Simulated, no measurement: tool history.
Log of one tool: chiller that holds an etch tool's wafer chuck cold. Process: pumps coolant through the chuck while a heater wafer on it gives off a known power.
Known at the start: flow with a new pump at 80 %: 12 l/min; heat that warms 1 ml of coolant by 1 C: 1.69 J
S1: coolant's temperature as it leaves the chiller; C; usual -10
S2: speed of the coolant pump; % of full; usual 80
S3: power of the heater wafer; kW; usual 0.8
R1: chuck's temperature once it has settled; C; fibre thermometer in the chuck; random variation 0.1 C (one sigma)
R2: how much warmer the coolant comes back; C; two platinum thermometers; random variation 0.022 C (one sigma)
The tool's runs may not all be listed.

{"run": 1, "hour": 0.0, "S1": -10, "S2": 80, "S3": 0.8, "R1": -3.1, "R2": 2.37}
{"run": 2, "hour": 191.9, "S1": -10, "S2": 80, "S3": 0.8, "R1": -2.9, "R2": 2.4}
{"run": 3, "hour": 376.9, "S1": -10, "S2": 80, "S3": 0.8, "R1": -3, "R2": 2.4}
{"run": 4, "hour": 539.8, "S1": -10, "S2": 80, "S3": 0.8, "R1": -3, "R2": 2.49}
{"run": 5, "hour": 638.3, "S1": -10, "S2": 80, "S3": 0.8, "R1": -3.1, "R2": 2.49}
{"run": 6, "hour": 723.9, "S1": -10, "S2": 80, "S3": 0.485, "R1": -5.6, "R2": 1.58}
{"run": 7, "hour": 893.9, "S1": -10, "S2": 73, "S3": 0.8, "R1": -2.4, "R2": 2.75}
{"run": 8, "hour": 1062.2, "S1": -10, "S2": 80, "S3": 0.915, "R1": -1.8, "R2": 2.86}
{"run": 9, "hour": 1197.2, "S1": -10, "S2": 80, "S3": 0.915, "R1": -2.1, "R2": 2.88}
{"run": 10, "hour": 1361.8, "S1": -10, "S2": 62, "S3": 0.8, "R1": -1, "R2": 3.3}
{"run": 11, "hour": 1498.3, "S1": -10, "S2": 62, "S3": 0.8, "R1": -1, "R2": 3.3}
{"run": 12, "hour": 1625.0, "S1": -14, "S2": 80, "S3": 0.8, "R1": -6.9, "R2": 2.63}
{"run": 13, "hour": 1787.2, "S1": -1, "S2": 80, "S3": 0.8, "R1": 6.2, "R2": 2.67}
{"run": 14, "hour": 1885.5, "S1": -1, "S2": 80, "S3": 0.8, "R1": 6.1, "R2": 2.7}
{"run": 15, "hour": 1987.7, "S1": -1, "S2": 80, "S3": 0.8, "R1": 6, "R2": 2.7}
{"run": 16, "hour": 2108.5, "S1": -1, "S2": 80, "S3": 0.8, "R1": 6.2, "R2": 2.69}
{"run": 17, "hour": 2254.2, "S1": -1, "S2": 80, "S3": 0.8, "R1": 6.2, "R2": 2.79}
{"run": 18, "hour": 2437.5, "S1": -1, "S2": 80, "S3": 0.8, "R1": 6.2, "R2": 2.76}
{"run": 19, "hour": 2579.8, "S1": -1, "S2": 80, "S3": 0.8, "R1": 6, "R2": 2.81}
{"run": 20, "hour": 2695.6, "S1": -1, "S2": 80, "S3": 0.8, "R1": 6.1, "R2": 2.81}
{"hour": 2804.6, "done": "coolant changed, channels flushed"}
{"run": 21, "hour": 2872.6, "S1": -15, "S2": 96, "S3": 0.545, "R1": -11, "R2": 1.8}
{"hour": 2987.9, "done": "gauge calibrated"}
{"run": 22, "hour": 3029.2, "S1": -9, "S2": 80, "S3": 0.601, "R1": -3.6, "R2": 1.79}
{"hour": 3178.6, "done": "chiller's thermometer calibrated"}
{"run": 23, "hour": 3219.4, "S1": -19, "S2": 85, "S3": 0.688, "R1": -13.4, "R2": 1.93}
{"run": 24, "hour": 3370.8, "S1": -18, "S2": 80, "S3": 0.688, "R1": -11.9, "R2": 2.1}
{"run": 25, "hour": 3489.1, "S1": -18, "S2": 80, "S3": 0.688, "R1": -11.9, "R2": 2.11}
{"run": 26, "hour": 3641.0, "S1": -18, "S2": 80, "S3": 0.688, "R1": -12, "R2": 2.14}
{"run": 27, "hour": 3760.9, "S1": -18, "S2": 80, "S3": 1.158, "R1": -8, "R2": 3.6}
{"hour": 3943.5, "done": "coolant pump overhauled"}
{"run": 28, "hour": 3968.8, "S1": -18, "S2": 80, "S3": 1.158, "R1": -7.7, "R2": 3.59}
{"run": 29, "hour": 4076.3, "S1": -18, "S2": 80, "S3": 0.779, "R1": -11.2, "R2": 2.51}
{"run": 30, "hour": 4268.5, "S1": -10, "S2": 80, "S3": 0.8, "R1": -3.1, "R2": 2.56}
{"run": 31, "hour": 4372.1, "S1": -10, "S2": 65, "S3": 0.8, "R1": -1.5, "R2": 3.14}

3 ways to go on from here, each from the tool as it stands after run 31. What would each give?
{"run": "A", "hour": 4486.8, "S1": -10, "S2": 91, "S3": 0.473, "R1": "?", "R2": "?"}
{"run": "B", "hour": 4486.8, "S1": -10, "S2": 65, "S3": 1.159, "R1": "?", "R2": "?"}
{"run": "C", "hour": 4486.8, "S1": -5, "S2": 65, "S3": 0.8, "R1": "?", "R2": "?"}

run=A R1=-6.3 R2=1.48
run=B R1=2.2 R2=4.45
run=C R1=3.6 R2=3.2
Without the tool's hidden state the same runs would have given:
run=A R1=-6.3 R2=1.24
run=B R1=2.1 R2=4.2
run=C R1=3.6 R2=2.96

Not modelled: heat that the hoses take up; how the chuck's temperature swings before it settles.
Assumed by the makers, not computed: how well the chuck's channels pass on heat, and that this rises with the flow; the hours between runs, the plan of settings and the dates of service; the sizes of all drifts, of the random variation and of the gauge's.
